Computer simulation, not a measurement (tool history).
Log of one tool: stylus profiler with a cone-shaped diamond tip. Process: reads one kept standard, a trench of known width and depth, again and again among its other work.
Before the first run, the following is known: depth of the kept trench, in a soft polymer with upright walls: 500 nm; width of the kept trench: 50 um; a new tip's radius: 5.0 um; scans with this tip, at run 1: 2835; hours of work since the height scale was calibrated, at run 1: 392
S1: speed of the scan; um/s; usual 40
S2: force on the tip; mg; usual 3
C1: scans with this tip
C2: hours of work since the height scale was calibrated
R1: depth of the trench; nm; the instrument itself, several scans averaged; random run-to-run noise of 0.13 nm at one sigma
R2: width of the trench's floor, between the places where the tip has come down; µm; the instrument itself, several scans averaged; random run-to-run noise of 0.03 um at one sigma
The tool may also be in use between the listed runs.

| run | day | S1 | S2 | C1 | C2 | R1 | R2 |
|---|---|---|---|---|---|---|---|
| 1 | 0 | 40 | 3 | 2835 | 392 | 507.13 | 45.27 |
| 2 | 0.675 | 40 | 3 | 2889 | 399 | 507.23 | 45.31 |
| 3 | 1.262 | 40 | 3 | 2935 | 405 | 507.23 | 45.22 |
| 4 | 2.125 | 40 | 3 | 3002 | 415 | 506.73 | 45.29 |
| 5 | 2.758 | 40 | 1.05 | 3052 | 422 | 503.46 | 45.14 |
| 6 | 3.342 | 40 | 1.05 | 3098 | 428 | 503.55 | 45.12 |
| 7 | 4.154 | 24 | 3 | 3162 | 437 | 506.94 | 45.3 |
| 8 | 4.804 | 24 | 3 | 3213 | 444 | 506.99 | 45.33 |
| 9 | 5.258 | 24 | 3 | 3248 | 449 | 506.84 | 45.26 |
| 10 | 5.883 | 40 | 3 | 3298 | 456 | 507.09 | 45.23 |
| 11 | 6.538 | 40 | 3 | 3349 | 463 | 507.01 | 45.23 |
| 12 | 7.388 | 40 | 3 | 3416 | 472 | 507.13 | 45.19 |
| 13 | 7.942 | 40 | 3 | 3459 | 478 | 506.81 | 45.18 |
| 14 | 8.671 | 40 | 3.64 | 3517 | 486 | 507.76 | 45.18 |
| 15 | 9.117 | 40 | 3.64 | 3552 | 491 | 507.87 | 45.2 |
| 16 | 9.7 | 40 | 3.64 | 3598 | 497 | 507.87 | 45.21 |
| 17 | 10.346 | 40 | 3.64 | 3648 | 504 | 507.81 | 45.2 |
| 18 | 11.3 | 40 | 3.64 | 3723 | 514 | 508.02 | 45.14 |
| 19 | 11.958 | 40 | 3.64 | 3775 | 521 | 507.79 | 45.2 |
| 20 | 12.779 | 40 | 3 | 3839 | 530 | 507.02 | 45.19 |
| 21 | 13.379 | 40 | 3 | 3887 | 537 | 506.91 | 45.16 |
| 22 | 14.067 | 40 | 3 | 3941 | 544 | 506.57 | 45.16 |
| 23 | 14.888 | 40 | 3 | 4005 | 553 | 506.78 | 45.16 |
| 24 | 15.575 | 40 | 1.86 | 4059 | 561 | 504.98 | 45.09 |
| 25 | 16.333 | 40 | 2.93 | 4119 | 569 | 506.78 | 45.18 |
| 26 | 17.133 | 17 | 1.3 | 4182 | 578 | 503.68 | 45.22 |
| 27 | 17.892 | 48 | 1.08 | 4241 | 586 | 503.38 | 44.93 |
| 28 | 18.4 | 48 | 2.78 | 4281 | 591 | 506.51 | 45.04 |
| 29 | 18.867 | 12 | 2.78 | 4318 | 596 | 506.54 | 45.2 |
| 30 | 19.308 | 156 | 2.81 | 4352 | 601 | 506.52 | 44.62 |
| 31 | 20.2 | 25 | 5 | 4422 | 611 | 509.8 | 45.12 |
|  | 20.279 | height scale calibrated on a step standard |
| 32 | 21.096 | 100 | 6.56 | 4491 | 9 | 511.85 | 44.97 |
| 33 | 21.896 | 100 | 4.35 | 4554 | 18 | 508.46 | 44.91 |
| 34 | 22.638 | 100 | 4.35 | 4612 | 26 | 508.74 | 44.83 |
| 35 | 23.538 | 100 | 4.35 | 4683 | 35 | 508.6 | 44.9 |
| 36 | 24.4 | 100 | 4.35 | 4751 | 45 | 508.86 | 44.89 |
|  | 24.888 | height scale calibrated on a step standard, once more |
| 37 | 24.996 | 45 | 6.92 | 4796 | 1 | 512.64 | 45.06 |
| 38 | 25.896 | 26 | 1.02 | 4867 | 11 | 503.53 | 45.02 |
| 39 | 26.838 | 53 | 1.24 | 4941 | 21 | 504.29 | 44.86 |
| 40 | 27.312 | 18 | 3.94 | 4978 | 26 | 508.71 | 45.17 |
| 41 | 27.862 | 49 | 3 | 5021 | 32 | 507.64 | 45.02 |
| 42 | 28.254 | 111 | 1.3 | 5052 | 37 | 504.33 | 44.5 |
| 43 | 28.883 | 60 | 1.35 | 5102 | 43 | 504.4 | 44.84 |
| 44 | 29.671 | 13 | 2.63 | 5163 | 52 | 506.81 | 45.17 |
| 45 | 30.6 | 15 | 6.65 | 5237 | 62 | 512.48 | 45.13 |
| 46 | 31.171 | 50 | 3 | 5281 | 68 | 507.2 | 44.97 |

Here are 4 independent what-if runs from the current tool condition. What would each one return?
| A | 31.7 | 50 | 1.49 | 5323 | 74 | ? | ? |
| B | 31.7 | 50 | 1.21 | 5323 | 74 | ? | ? |
| C | 31.7 | 33 | 5.96 | 5323 | 74 | ? | ? |
| D | 31.7 | 11 | 2.44 | 5323 | 74 | ? | ? |

| run | R1 | R2 |
|---|---|---|
| A | 504.28 | 44.88 |
| B | 504.18 | 44.86 |
| C | 511.5 | 45.05 |
| D | 506.56 | 45.14 |
With no hidden state in the tool, these same runs would have given:
| run | R1 | R2 |
|---|---|---|
| A | 504.21 | 45.33 |
| B | 504.11 | 45.31 |
| C | 511.43 | 45.51 |
| D | 506.49 | 45.6 |
